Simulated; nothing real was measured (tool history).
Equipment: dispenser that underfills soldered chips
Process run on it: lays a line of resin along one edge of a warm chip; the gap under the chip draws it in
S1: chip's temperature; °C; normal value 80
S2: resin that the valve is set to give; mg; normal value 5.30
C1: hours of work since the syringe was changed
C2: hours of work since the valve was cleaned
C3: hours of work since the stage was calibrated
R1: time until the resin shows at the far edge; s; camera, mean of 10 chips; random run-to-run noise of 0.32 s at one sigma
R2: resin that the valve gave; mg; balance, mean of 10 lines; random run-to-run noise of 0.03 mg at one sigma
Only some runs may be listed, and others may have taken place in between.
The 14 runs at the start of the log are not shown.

{"hour": 117.8, "done": "new syringe of resin"}
{"run": 15, "hour": 118.9, "S1": 80, "S2": 5.3, "C1": 1, "C2": 81, "C3": 368, "R1": 12.8, "R2": 5.08}
{"hour": 124.5, "done": "dispensing valve cleaned and set on the balance"}
{"hour": 126.5, "done": "new syringe of resin"}
{"run": 16, "hour": 127.1, "S1": 80, "S2": 5.3, "C1": 0, "C2": 2, "C3": 373, "R1": 12.6, "R2": 5.27}
{"hour": 134.1, "done": "new syringe of resin"}
{"run": 17, "hour": 136.1, "S1": 80, "S2": 5.3, "C1": 2, "C2": 9, "C3": 380, "R1": 13.2, "R2": 5.26}
{"hour": 142.0, "done": "new syringe of resin"}
{"run": 18, "hour": 146.9, "S1": 80, "S2": 5.3, "C1": 4, "C2": 17, "C3": 388, "R1": 14.9, "R2": 5.25}
{"hour": 149.7, "done": "new syringe of resin"}
{"run": 19, "hour": 155.6, "S1": 80, "S2": 5.3, "C1": 5, "C2": 24, "C3": 395, "R1": 14.8, "R2": 5.21}
{"hour": 157.4, "done": "new syringe of resin"}
{"hour": 165.3, "done": "new syringe of resin"}
{"run": 20, "hour": 166.7, "S1": 80, "S2": 4.93, "C1": 1, "C2": 32, "C3": 403, "R1": 13.8, "R2": 4.81}
{"hour": 172.8, "done": "new syringe of resin"}
{"run": 21, "hour": 176.0, "S1": 80, "S2": 6.38, "C1": 3, "C2": 39, "C3": 411, "R1": 13.5, "R2": 6.21}
{"hour": 180.7, "done": "new syringe of resin"}
{"run": 22, "hour": 181.9, "S1": 66, "S2": 5.54, "C1": 1, "C2": 44, "C3": 415, "R1": 23.0, "R2": 5.4}
{"hour": 188.3, "done": "new syringe of resin"}
{"run": 23, "hour": 189.8, "S1": 75, "S2": 4.62, "C1": 1, "C2": 50, "C3": 421, "R1": 17.1, "R2": 4.53}
{"run": 24, "hour": 195.5, "S1": 75, "S2": 6.45, "C1": 6, "C2": 54, "C3": 425, "R1": 19.8, "R2": 6.24}
{"hour": 196.3, "done": "new syringe of resin"}
{"hour": 203.8, "done": "new syringe of resin"}
{"run": 25, "hour": 205.6, "S1": 88, "S2": 5.83, "C1": 1, "C2": 62, "C3": 433, "R1": 9.4, "R2": 5.62}
{"hour": 212.1, "done": "new syringe of resin"}
{"run": 26, "hour": 214.9, "S1": 81, "S2": 5.3, "C1": 2, "C2": 69, "C3": 440, "R1": 13.5, "R2": 5.07}
{"hour": 219.7, "done": "new syringe of resin"}
{"run": 27, "hour": 221.4, "S1": 80, "S2": 6.82, "C1": 1, "C2": 74, "C3": 445, "R1": 12.8, "R2": 6.48}
{"hour": 227.2, "done": "new syringe of resin"}
{"run": 28, "hour": 232.0, "S1": 75, "S2": 6.04, "C1": 4, "C2": 82, "C3": 453, "R1": 17.7, "R2": 5.71}

Estimate the outcome of run 29 from the log above:
{"hour": 235.1, "done": "new syringe of resin"}
{"hour": 237.0, "done": "dispensing valve cleaned and set on the balance"}
{"run": 29, "hour": 239.3, "S1": 85, "S2": 5.77, "C1": 3, "C2": 2, "C3": 458, "R1": "?", "R2": "?"}

R1: 10.9 s
R2: 5.76 mg
With the hidden condition absent and the run-to-run variation left alone, this run would have shown R1 9.4 s, R2 5.76 mg.
